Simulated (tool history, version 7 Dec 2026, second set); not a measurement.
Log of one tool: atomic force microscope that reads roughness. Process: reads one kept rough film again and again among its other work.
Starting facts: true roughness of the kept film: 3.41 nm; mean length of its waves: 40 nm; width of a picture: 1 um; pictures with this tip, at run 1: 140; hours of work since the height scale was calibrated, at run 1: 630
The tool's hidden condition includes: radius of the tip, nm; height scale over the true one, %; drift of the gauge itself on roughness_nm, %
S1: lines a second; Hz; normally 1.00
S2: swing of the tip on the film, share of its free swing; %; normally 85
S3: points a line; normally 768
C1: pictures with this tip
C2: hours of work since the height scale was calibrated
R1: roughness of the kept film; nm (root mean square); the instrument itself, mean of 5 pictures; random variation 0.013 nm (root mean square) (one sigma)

{"run": 1, "hour": 0.0, "S1": 1.0, "S2": 85, "S3": 768, "C1": 140, "C2": 630, "R1": 2.888}
{"run": 2, "hour": 12.1, "S1": 0.76, "S2": 85, "S3": 768, "C1": 162, "C2": 639, "R1": 2.907}
{"run": 3, "hour": 33.7, "S1": 0.76, "S2": 85, "S3": 768, "C1": 201, "C2": 656, "R1": 2.884}
{"run": 4, "hour": 48.7, "S1": 0.93, "S2": 85, "S3": 768, "C1": 228, "C2": 667, "R1": 2.816}
{"run": 5, "hour": 71.2, "S1": 1.0, "S2": 85, "S3": 928, "C1": 269, "C2": 685, "R1": 2.758}
{"hour": 89.5, "done": "new tip fitted"}
{"run": 6, "hour": 100.8, "S1": 1.0, "S2": 85, "S3": 768, "C1": 20, "C2": 707, "R1": 2.983}
{"run": 7, "hour": 125.9, "S1": 1.0, "S2": 85, "S3": 821, "C1": 66, "C2": 727, "R1": 2.939}
{"run": 8, "hour": 141.0, "S1": 1.0, "S2": 85, "S3": 345, "C1": 93, "C2": 738, "R1": 2.9}
{"run": 9, "hour": 154.0, "S1": 1.0, "S2": 85, "S3": 345, "C1": 116, "C2": 748, "R1": 2.877}
{"run": 10, "hour": 167.9, "S1": 1.0, "S2": 85, "S3": 345, "C1": 141, "C2": 759, "R1": 2.866}
{"run": 11, "hour": 181.2, "S1": 1.0, "S2": 85, "S3": 768, "C1": 165, "C2": 769, "R1": 2.839}
{"run": 12, "hour": 207.5, "S1": 1.0, "S2": 85, "S3": 488, "C1": 213, "C2": 790, "R1": 2.823}
{"run": 13, "hour": 231.2, "S1": 1.0, "S2": 85, "S3": 488, "C1": 256, "C2": 808, "R1": 2.775}
{"run": 14, "hour": 253.4, "S1": 1.0, "S2": 85, "S3": 488, "C1": 296, "C2": 825, "R1": 2.761}
{"hour": 256.5, "done": "new tip fitted"}
{"run": 15, "hour": 274.5, "S1": 1.0, "S2": 85, "S3": 768, "C1": 33, "C2": 841, "R1": 2.957}
{"run": 16, "hour": 293.8, "S1": 1.0, "S2": 85, "S3": 768, "C1": 68, "C2": 856, "R1": 2.934}
{"run": 17, "hour": 316.4, "S1": 1.0, "S2": 85, "S3": 768, "C1": 109, "C2": 874, "R1": 2.917}
{"run": 18, "hour": 331.4, "S1": 1.0, "S2": 85, "S3": 768, "C1": 136, "C2": 885, "R1": 2.871}
{"run": 19, "hour": 343.6, "S1": 1.0, "S2": 85, "S3": 768, "C1": 158, "C2": 895, "R1": 2.853}
{"run": 20, "hour": 360.2, "S1": 1.0, "S2": 85, "S3": 768, "C1": 188, "C2": 908, "R1": 2.822}
{"run": 21, "hour": 381.9, "S1": 1.0, "S2": 85, "S3": 768, "C1": 227, "C2": 925, "R1": 2.801}
{"run": 22, "hour": 399.9, "S1": 2.28, "S2": 85, "S3": 768, "C1": 259, "C2": 939, "R1": 2.549}
{"run": 23, "hour": 421.6, "S1": 3.79, "S2": 85, "S3": 768, "C1": 299, "C2": 955, "R1": 2.264}
{"hour": 424.6, "done": "new tip fitted"}
{"run": 24, "hour": 450.7, "S1": 3.79, "S2": 85, "S3": 768, "C1": 47, "C2": 977, "R1": 2.476}
{"run": 25, "hour": 466.6, "S1": 1.0, "S2": 61, "S3": 280, "C1": 76, "C2": 990, "R1": 3.119}
{"run": 26, "hour": 487.1, "S1": 1.0, "S2": 76, "S3": 267, "C1": 113, "C2": 1006, "R1": 2.97}
{"run": 27, "hour": 505.7, "S1": 1.0, "S2": 76, "S3": 267, "C1": 146, "C2": 1020, "R1": 2.923}
{"run": 28, "hour": 528.3, "S1": 1.0, "S2": 76, "S3": 267, "C1": 187, "C2": 1038, "R1": 2.901}
{"run": 29, "hour": 546.6, "S1": 2.88, "S2": 67, "S3": 267, "C1": 220, "C2": 1052, "R1": 2.794}
{"run": 30, "hour": 567.5, "S1": 0.67, "S2": 63, "S3": 267, "C1": 258, "C2": 1068, "R1": 2.966}
{"run": 31, "hour": 583.6, "S1": 0.67, "S2": 63, "S3": 267, "C1": 287, "C2": 1080, "R1": 2.926}
{"hour": 592.7, "done": "new tip fitted"}
{"run": 32, "hour": 610.6, "S1": 0.67, "S2": 63, "S3": 267, "C1": 32, "C2": 1101, "R1": 3.15}
{"run": 33, "hour": 627.2, "S1": 0.99, "S2": 85, "S3": 967, "C1": 62, "C2": 1114, "R1": 2.968}
{"run": 34, "hour": 639.1, "S1": 1.54, "S2": 77, "S3": 805, "C1": 83, "C2": 1123, "R1": 2.942}
{"run": 35, "hour": 658.8, "S1": 0.71, "S2": 85, "S3": 514, "C1": 119, "C2": 1138, "R1": 2.944}
{"run": 36, "hour": 673.5, "S1": 0.85, "S2": 60, "S3": 292, "C1": 145, "C2": 1150, "R1": 3.05}
{"run": 37, "hour": 694.7, "S1": 0.85, "S2": 60, "S3": 292, "C1": 184, "C2": 1166, "R1": 3.015}
{"run": 38, "hour": 720.4, "S1": 3.01, "S2": 85, "S3": 985, "C1": 230, "C2": 1186, "R1": 2.45}
{"run": 39, "hour": 747.7, "S1": 0.51, "S2": 90, "S3": 294, "C1": 279, "C2": 1207, "R1": 2.845}
{"hour": 760.2, "done": "new tip fitted"}
{"run": 40, "hour": 774.4, "S1": 1.13, "S2": 85, "S3": 258, "C1": 26, "C2": 1227, "R1": 2.937}
{"run": 41, "hour": 799.4, "S1": 1.13, "S2": 85, "S3": 258, "C1": 71, "C2": 1247, "R1": 2.879}
{"run": 42, "hour": 823.9, "S1": 1.13, "S2": 85, "S3": 258, "C1": 115, "C2": 1266, "R1": 2.847}
{"run": 43, "hour": 850.6, "S1": 1.13, "S2": 85, "S3": 258, "C1": 163, "C2": 1286, "R1": 2.806}
{"run": 44, "hour": 874.7, "S1": 1.69, "S2": 76, "S3": 508, "C1": 207, "C2": 1305, "R1": 2.825}
{"run": 45, "hour": 892.9, "S1": 1.58, "S2": 84, "S3": 768, "C1": 239, "C2": 1319, "R1": 2.712}
{"run": 46, "hour": 905.3, "S1": 1.34, "S2": 88, "S3": 262, "C1": 262, "C2": 1329, "R1": 2.692}
{"hour": 928.5, "done": "new tip fitted"}
{"run": 47, "hour": 928.6, "S1": 1.34, "S2": 88, "S3": 262, "C1": 0, "C2": 1347, "R1": 2.859}

Branching from run 47: 4 alternative next runs. What would each branch give?
{"run": "A", "hour": 949.6, "S1": 0.61, "S2": 85, "S3": 378, "C1": 38, "C2": 1363, "R1": "?"}
{"run": "B", "hour": 949.6, "S1": 2.33, "S2": 85, "S3": 556, "C1": 38, "C2": 1363, "R1": "?"}
{"run": "C", "hour": 949.6, "S1": 1.34, "S2": 81, "S3": 262, "C1": 38, "C2": 1363, "R1": "?"}
{"run": "D", "hour": 949.6, "S1": 0.88, "S2": 88, "S3": 262, "C1": 38, "C2": 1363, "R1": "?"}

run=A R1=3.035
run=B R1=2.712
run=C R1=2.933
run=D R1=2.967
Stripped of hidden state, with their random variation kept, the same runs would have yielded:
run=A R1=3.033
run=B R1=2.710
run=C R1=2.931
run=D R1=2.965
